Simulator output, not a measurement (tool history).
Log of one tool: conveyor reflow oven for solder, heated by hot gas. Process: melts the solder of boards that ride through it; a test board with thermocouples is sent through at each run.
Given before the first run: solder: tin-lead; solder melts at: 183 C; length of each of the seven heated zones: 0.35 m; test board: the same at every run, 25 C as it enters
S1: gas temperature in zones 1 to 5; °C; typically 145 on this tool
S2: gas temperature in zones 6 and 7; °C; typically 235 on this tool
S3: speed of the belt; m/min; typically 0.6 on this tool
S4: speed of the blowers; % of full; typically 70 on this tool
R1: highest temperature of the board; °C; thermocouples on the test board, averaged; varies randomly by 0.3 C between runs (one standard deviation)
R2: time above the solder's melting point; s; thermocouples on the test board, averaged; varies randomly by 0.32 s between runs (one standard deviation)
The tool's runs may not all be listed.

{"run": 1, "hour": 0.0, "S1": 145, "S2": 235, "S3": 0.6, "S4": 70, "R1": 212.4, "R2": 49.7}
{"run": 2, "hour": 17.5, "S1": 145, "S2": 235, "S3": 0.6, "S4": 70, "R1": 212.7, "R2": 49.8}
{"run": 3, "hour": 35.5, "S1": 145, "S2": 235, "S3": 0.6, "S4": 70, "R1": 212.5, "R2": 49.5}
{"run": 4, "hour": 54.6, "S1": 145, "S2": 235, "S3": 0.6, "S4": 70, "R1": 212.2, "R2": 49.9}
{"run": 5, "hour": 77.0, "S1": 145, "S2": 235, "S3": 0.6, "S4": 70, "R1": 212.8, "R2": 49.8}
{"hour": 102.6, "done": "flux residue cleaned out of gas plates and filters"}
{"run": 6, "hour": 103.6, "S1": 145, "S2": 235, "S3": 0.554, "S4": 70, "R1": 215.4, "R2": 57}
{"run": 7, "hour": 121.0, "S1": 145, "S2": 235, "S3": 0.554, "S4": 70, "R1": 215.6, "R2": 56.1}
{"run": 8, "hour": 135.4, "S1": 145, "S2": 235, "S3": 0.554, "S4": 70, "R1": 214.6, "R2": 57.5}
{"run": 9, "hour": 151.6, "S1": 145, "S2": 239, "S3": 0.554, "S4": 70, "R1": 219.1, "R2": 59.4}
{"run": 10, "hour": 165.7, "S1": 145, "S2": 239, "S3": 0.554, "S4": 70, "R1": 218.3, "R2": 59.2}
{"run": 11, "hour": 183.0, "S1": 145, "S2": 235, "S3": 0.564, "S4": 70, "R1": 215.1, "R2": 55.7}
{"run": 12, "hour": 193.0, "S1": 145, "S2": 235, "S3": 0.564, "S4": 62, "R1": 211.5, "R2": 52.2}
{"run": 13, "hour": 209.6, "S1": 145, "S2": 235, "S3": 0.564, "S4": 62, "R1": 211.6, "R2": 51.1}
{"run": 14, "hour": 228.7, "S1": 145, "S2": 235, "S3": 0.564, "S4": 62, "R1": 210.9, "R2": 51.8}
{"run": 15, "hour": 241.5, "S1": 145, "S2": 235, "S3": 0.564, "S4": 62, "R1": 211.5, "R2": 51.7}
{"run": 16, "hour": 260.9, "S1": 145, "S2": 235, "S3": 0.536, "S4": 86, "R1": 221.5, "R2": 64.5}
{"run": 17, "hour": 284.7, "S1": 150, "S2": 231, "S3": 0.536, "S4": 86, "R1": 218.3, "R2": 64}
{"run": 18, "hour": 307.8, "S1": 131, "S2": 242, "S3": 0.522, "S4": 70, "R1": 220.2, "R2": 59.2}
{"run": 19, "hour": 318.8, "S1": 131, "S2": 242, "S3": 0.522, "S4": 70, "R1": 220.2, "R2": 59.9}
{"run": 20, "hour": 339.1, "S1": 131, "S2": 242, "S3": 0.522, "S4": 70, "R1": 220.8, "R2": 59.5}
{"run": 21, "hour": 356.4, "S1": 131, "S2": 242, "S3": 0.522, "S4": 70, "R1": 220.7, "R2": 59.3}

Below are 5 alternative next runs, each starting from the tool's condition after run 21. Predict each:
{"run": "A", "hour": 370.5, "S1": 152, "S2": 235, "S3": 0.6, "S4": 88, "R1": "?", "R2": "?"}
{"run": "B", "hour": 370.5, "S1": 138, "S2": 235, "S3": 0.495, "S4": 87, "R1": "?", "R2": "?"}
{"run": "C", "hour": 370.5, "S1": 145, "S2": 230, "S3": 0.544, "S4": 52, "R1": "?", "R2": "?"}
{"run": "D", "hour": 370.5, "S1": 131, "S2": 235, "S3": 0.589, "S4": 58, "R1": "?", "R2": "?"}
{"run": "E", "hour": 370.5, "S1": 131, "S2": 233, "S3": 0.557, "S4": 86, "R1": "?", "R2": "?"}

run=A R1=219.9 R2=58.4
run=B R1=222.7 R2=68.5
run=C R1=203.6 R2=43.9
run=D R1=204.1 R2=36.3
run=E R1=216.4 R2=53.1
Stripped of hidden state, with their random variation kept, the same runs would have yielded:
run=A R1=220 R2=58.5
run=B R1=222.8 R2=68.6
run=C R1=203.7 R2=43.9
run=D R1=204.2 R2=36.3
run=E R1=216.5 R2=53.1

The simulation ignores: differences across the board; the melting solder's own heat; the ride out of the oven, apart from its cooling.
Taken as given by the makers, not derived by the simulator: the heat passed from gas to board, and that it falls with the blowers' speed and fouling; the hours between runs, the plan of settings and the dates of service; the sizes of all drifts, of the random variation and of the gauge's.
